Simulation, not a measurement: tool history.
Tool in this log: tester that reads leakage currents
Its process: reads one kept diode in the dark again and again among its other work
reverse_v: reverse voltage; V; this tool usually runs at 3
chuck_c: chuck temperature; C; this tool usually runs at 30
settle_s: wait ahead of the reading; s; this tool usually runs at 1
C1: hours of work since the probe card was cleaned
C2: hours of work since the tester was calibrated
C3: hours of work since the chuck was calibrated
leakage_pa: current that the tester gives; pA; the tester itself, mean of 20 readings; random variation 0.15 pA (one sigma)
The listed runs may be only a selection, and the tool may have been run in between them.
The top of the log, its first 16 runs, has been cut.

run 17 hour=861 | reverse_v=2.64 chuck_c=30 settle_s=1 | C1=37 C2=1661 C3=130 | leakage_pa=43.21
run 18 hour=925.1 | reverse_v=3 chuck_c=30 settle_s=1 | C1=71 C2=1695 C3=164 | leakage_pa=46.49
run 19 hour=992.4 | reverse_v=3 chuck_c=30 settle_s=1 | C1=108 C2=1732 C3=201 | leakage_pa=46.81
run 20 hour=1046.8 | reverse_v=3 chuck_c=54 settle_s=1 | C1=137 C2=1761 C3=230 | leakage_pa=303.65
run 21 hour=1110.5 | reverse_v=3 chuck_c=46 settle_s=1 | C1=171 C2=1796 C3=265 | leakage_pa=168.14
run 22 hour=1154.7 | reverse_v=13.38 chuck_c=28 settle_s=7.99 | C1=195 C2=1820 C3=288 | leakage_pa=94.58
run 23 hour=1198.9 | reverse_v=1.71 chuck_c=37 settle_s=7.99 | C1=219 C2=1843 C3=312 | leakage_pa=59.61
run 24 hour=1255.1 | reverse_v=2.68 chuck_c=48 settle_s=1 | C1=250 C2=1874 C3=343 | leakage_pa=183.02
run 25 hour=1326.5 | reverse_v=2.68 chuck_c=48 settle_s=1 | C1=288 C2=1912 C3=381 | leakage_pa=182.48
run 26 hour=1360.4 | reverse_v=2.68 chuck_c=52 settle_s=1 | C1=307 C2=1931 C3=400 | leakage_pa=247.35
run 27 hour=1393 | reverse_v=2.68 chuck_c=52 settle_s=1 | C1=324 C2=1948 C3=417 | leakage_pa=243.85
run 28 hour=1463 | reverse_v=3.53 chuck_c=29 settle_s=0.37 | C1=362 C2=1986 C3=455 | leakage_pa=48.07
run 29 hour=1509.4 | reverse_v=12.8 chuck_c=37 settle_s=1.98 | C1=387 C2=2011 C3=480 | leakage_pa=193.66
run 30 hour=1556.9 | reverse_v=12.8 chuck_c=37 settle_s=1.98 | C1=413 C2=2037 C3=506 | leakage_pa=193.49
run 31 hour=1624.2 | reverse_v=1.37 chuck_c=37 settle_s=1.12 | C1=449 C2=2073 C3=542 | leakage_pa=52.37
run 32 hour=1663.6 | reverse_v=1.37 chuck_c=37 settle_s=1.12 | C1=470 C2=2095 C3=564 | leakage_pa=52.6
run 33 hour=1720.4 | reverse_v=1.42 chuck_c=35 settle_s=2.59 | C1=501 C2=2125 C3=594 | leakage_pa=45.24
run 34 hour=1787.1 | reverse_v=8.31 chuck_c=30 settle_s=3.88 | C1=537 C2=2161 C3=630 | leakage_pa=86.44
run 35 hour=1834.2 | reverse_v=8.31 chuck_c=30 settle_s=3.88 | C1=563 C2=2187 C3=656 | leakage_pa=86.81
run 36 hour=1895.7 | reverse_v=18.07 chuck_c=30 settle_s=1.42 | C1=596 C2=2220 C3=689 | leakage_pa=140.15
run 37 hour=1954.3 | reverse_v=11.28 chuck_c=31 settle_s=1.42 | C1=627 C2=2252 C3=721 | leakage_pa=113.59
run 38 hour=1995.7 | reverse_v=5.65 chuck_c=26 settle_s=0.52 | C1=650 C2=2274 C3=743 | leakage_pa=50.6
run 39 hour=2061.5 | reverse_v=3.34 chuck_c=30 settle_s=1 | C1=685 C2=2310 C3=779 | leakage_pa=50.57
run 40 hour=2133.4 | reverse_v=3.34 chuck_c=30 settle_s=1 | C1=724 C2=2348 C3=817 | leakage_pa=50.59
run 41 hour=2180 | reverse_v=3 chuck_c=22 settle_s=0.4 | C1=749 C2=2374 C3=843 | leakage_pa=25.16

Consider 3 possible next runs. They are alternatives, not a sequence: every one starts from the tool as it was left by run 41. What does each give?
run A hour=2249.7 | reverse_v=3 chuck_c=26 settle_s=1 | C1=787 C2=2411 C3=880 | leakage_pa=?
run B hour=2249.7 | reverse_v=1.07 chuck_c=51 settle_s=0.99 | C1=787 C2=2411 C3=880 | leakage_pa=?
run C hour=2249.7 | reverse_v=8.14 chuck_c=40 settle_s=2.99 | C1=787 C2=2411 C3=880 | leakage_pa=?

run=A leakage_pa=34.48
run=B leakage_pa=132.29
run=C leakage_pa=189.51
What these runs would have given with no unlogged condition in the tool:
run=A leakage_pa=32.53
run=B leakage_pa=132.74
run=C leakage_pa=185.09
